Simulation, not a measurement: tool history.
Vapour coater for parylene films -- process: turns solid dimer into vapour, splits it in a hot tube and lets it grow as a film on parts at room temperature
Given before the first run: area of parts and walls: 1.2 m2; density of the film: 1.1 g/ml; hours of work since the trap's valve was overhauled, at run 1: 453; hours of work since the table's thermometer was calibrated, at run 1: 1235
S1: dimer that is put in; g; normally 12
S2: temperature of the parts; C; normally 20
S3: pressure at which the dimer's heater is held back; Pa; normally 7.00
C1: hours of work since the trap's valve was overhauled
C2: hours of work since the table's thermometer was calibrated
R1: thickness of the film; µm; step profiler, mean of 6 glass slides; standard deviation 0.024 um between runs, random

Run 1, day 0.000: usual settings; C1 453; C2 1235. Result: R1 5.05 µm.
At day 1.879: trap's valve overhauled.
Run 2, day 2.525: usual settings; C1 11; C2 1275. Result: R1 5.07 µm.
Run 3, day 3.833: usual settings; C1 33; C2 1297. Result: R1 5.11 µm.
Run 4, day 4.992: usual settings; C1 52; C2 1316. Result: R1 5.14 µm.
Run 5, day 7.000: usual settings; C1 85; C2 1349. Result: R1 5.09 µm.
Run 6, day 8.171: usual settings but S1 15 g; C1 105; C2 1369. Result: R1 6.39 µm.
Run 7, day 9.596: usual settings but S1 15 g; C1 128; C2 1392. Result: R1 6.35 µm.
Run 8, day 11.712: usual settings but S1 15 g; C1 164; C2 1428. Result: R1 6.34 µm.
Run 9, day 14.167: usual settings but S1 15 g, S2 14 C, S3 2.63 Pa; C1 205; C2 1468. Result: R1 8.90 µm.
Run 10, day 16.108: usual settings but S1 9 g, S2 32 C, S3 4.98 Pa; C1 237; C2 1501. Result: R1 2.58 µm.
Run 11, day 17.692: usual settings but S1 9 g, S2 32 C, S3 4.98 Pa; C1 263; C2 1527. Result: R1 2.59 µm.
Run 12, day 19.304: usual settings but S1 9 g, S2 32 C, S3 4.98 Pa; C1 290; C2 1554. Result: R1 2.60 µm.
Run 13, day 20.971: usual settings but S1 7 g, S3 6.74 Pa; C1 318; C2 1582. Result: R1 2.99 µm.
Run 14, day 22.671: usual settings but S1 21 g, S3 3.83 Pa; C1 346; C2 1610. Result: R1 9.49 µm.

What will run 15 give?
Run 15, day 25.212: usual settings but S1 18 g, S3 11.13 Pa; C1 388; C2 1652. Result: R1 ?.

{"run 15": {"R1": 7.23}}
With the hidden condition absent and the run-to-run variation left alone, this run would have shown R1 7.23 µm.
